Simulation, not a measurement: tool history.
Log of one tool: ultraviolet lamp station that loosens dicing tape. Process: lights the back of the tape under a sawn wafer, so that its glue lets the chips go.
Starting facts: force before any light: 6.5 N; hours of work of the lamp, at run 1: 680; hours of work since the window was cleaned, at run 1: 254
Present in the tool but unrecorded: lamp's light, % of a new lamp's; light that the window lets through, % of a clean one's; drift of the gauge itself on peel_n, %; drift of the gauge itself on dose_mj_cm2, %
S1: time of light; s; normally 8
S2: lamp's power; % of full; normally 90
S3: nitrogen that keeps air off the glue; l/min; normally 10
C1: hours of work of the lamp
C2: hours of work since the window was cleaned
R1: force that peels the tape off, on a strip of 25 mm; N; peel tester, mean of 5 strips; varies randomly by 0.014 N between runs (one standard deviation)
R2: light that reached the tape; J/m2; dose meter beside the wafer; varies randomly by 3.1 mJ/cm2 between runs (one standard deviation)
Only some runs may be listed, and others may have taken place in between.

run,hour,S1,S2,S3,C1,C2,R1,R2
1,0.0,8,90,10,680,254,1.201,3290
2,70.1,8,90,10,717,291,1.246,3210
3,156.2,8,90,10,762,337,1.341,3100
4,242.1,8,90,10,807,382,1.413,3000
# hour 310.8: window cleaned of glue's vapour
5,329.8,8,90,10,853,10,1.528,2790
# hour 346.4: lamp changed
6,416.7,8,90,10,37,55,0.805,4190

Expected results for the next run?
7,476.6,7,90,9,69,87,?,?

Run 7 produced R1 1.117 N, R2 3600 J/m2.
If the tool had no hidden condition, the same run with the same run-to-run variation would have returned R1 0.857 N, R2 4230 J/m2.
